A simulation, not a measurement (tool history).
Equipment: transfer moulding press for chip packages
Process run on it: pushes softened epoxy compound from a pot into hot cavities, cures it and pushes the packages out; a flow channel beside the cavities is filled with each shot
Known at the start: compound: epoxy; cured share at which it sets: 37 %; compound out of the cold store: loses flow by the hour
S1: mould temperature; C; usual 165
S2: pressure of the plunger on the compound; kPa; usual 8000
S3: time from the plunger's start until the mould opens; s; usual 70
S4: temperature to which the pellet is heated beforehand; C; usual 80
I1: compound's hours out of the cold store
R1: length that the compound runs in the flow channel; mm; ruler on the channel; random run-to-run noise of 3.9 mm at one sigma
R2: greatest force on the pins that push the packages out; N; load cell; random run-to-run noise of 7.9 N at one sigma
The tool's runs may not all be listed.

run,hour,S1,S2,S3,S4,I1,R1,R2
1,0.0,165,8000,70,80,21.0,626,453
# hour 34.1: cavities cleaned with cleaning compound and waxed
2,39.0,165,8000,70,80,30.9,586,372
# hour 78.9: cavities cleaned with cleaning compound and waxed
# hour 95.2: plunger's sealing rings changed
3,103.8,165,8000,70,80,23.9,658,471
# hour 125.3: cavities cleaned with cleaning compound and waxed
4,161.0,165,8000,70,80,22.4,654,527
# hour 169.1: cavities cleaned with cleaning compound and waxed
5,203.6,165,8000,70,80,32.9,623,509
# hour 214.7: cavities cleaned with cleaning compound and waxed
# hour 260.6: cavities cleaned with cleaning compound and waxed
6,261.7,165,8000,70,80,15.3,674,358
# hour 307.9: cavities cleaned with cleaning compound and waxed
7,309.1,165,8000,70,80,22.3,642,369
# hour 352.6: cavities cleaned with cleaning compound and waxed
8,367.6,165,8000,59,80,46.8,571,640
# hour 388.6: mould's thermocouples calibrated
# hour 398.5: cavities cleaned with cleaning compound and waxed
9,430.7,165,8000,70,80,34.6,592,522
# hour 444.4: cavities cleaned with cleaning compound and waxed
10,469.1,165,8000,70,80,11.8,663,557
# hour 487.8: cavities cleaned with cleaning compound and waxed
11,503.8,172,8000,70,80,22.5,603,287
# hour 532.7: cavities cleaned with cleaning compound and waxed
12,562.2,172,6600,70,80,42.3,489,329
# hour 576.3: plunger's sealing rings changed
# hour 583.6: cavities cleaned with cleaning compound and waxed
# hour 629.4: cavities cleaned with cleaning compound and waxed
13,630.2,165,8000,70,80,15.5,685,360
# hour 675.7: cavities cleaned with cleaning compound and waxed
14,693.3,165,7000,102,80,29.8,588,247
# hour 723.4: cavities cleaned with cleaning compound and waxed
15,728.4,164,9320,96,76,42.2,638,213
# hour 771.3: cavities cleaned with cleaning compound and waxed
# hour 791.2: mould's thermocouples calibrated, once more
16,791.2,173,8000,70,80,20.2,630,278
# hour 816.8: cavities cleaned with cleaning compound and waxed
17,836.8,166,8790,69,77,35.4,634,418
# hour 861.4: cavities cleaned with cleaning compound and waxed
18,883.0,166,8000,89,77,30.0,606,266
# hour 908.8: cavities cleaned with cleaning compound and waxed
19,911.9,165,8000,108,81,21.8,630,181
# hour 952.6: cavities cleaned with cleaning compound and waxed
20,971.7,165,8500,70,71,28.4,619,491
# hour 1000.5: cavities cleaned with cleaning compound and waxed
21,1016.3,163,6420,64,73,38.1,503,607
# hour 1047.9: cavities cleaned with cleaning compound and waxed
# hour 1058.9: plunger's sealing rings changed
22,1082.9,163,6420,88,73,24.1,592,349
# hour 1096.5: cavities cleaned with cleaning compound and waxed
23,1117.3,163,8720,80,73,41.2,638,349
# hour 1141.3: cavities cleaned with cleaning compound and waxed
24,1157.7,161,8720,59,72,27.8,676,868
# hour 1187.5: cavities cleaned with cleaning compound and waxed
25,1212.9,170,6620,70,80,17.0,600,353

Some steps in R1 between neighbouring runs. How much of each would the tool show without its hidden state too (settings, what came in, random variation), and how much is left for the hidden state, with any gauge scatter that isn't in both results?
Unlogged tool condition in this case: true mould temperature over the reading, C; pressure that reaches the compound, % of what is set; grip of the stained cavities, % over clean ones'; drift of the gauge itself on flow_mm, %; drift of the gauge itself on push_out_n, %.
Run 2 -> 3: cavities cleaned with cleaning compound and waxed, plunger's sealing rings changed. R1 +72 mm: hidden state +48, all else +24.
Run 12 -> 13: S1 172 -> 165, S2 6600 -> 8000, plunger's sealing rings changed, cavities cleaned with cleaning compound and waxed, cavities cleaned with cleaning compound and waxed. R1 +196 mm: hidden state +39, all else +157.
Run 20 -> 21: S1 165 -> 163, S2 8500 -> 6420, S3 70 -> 64, S4 71 -> 73, cavities cleaned with cleaning compound and waxed. R1 -116 mm: hidden state +4, all else -120.
Run 21 -> 22: S3 64 -> 88, cavities cleaned with cleaning compound and waxed, plunger's sealing rings changed. R1 +89 mm: hidden state +44, all else +45.
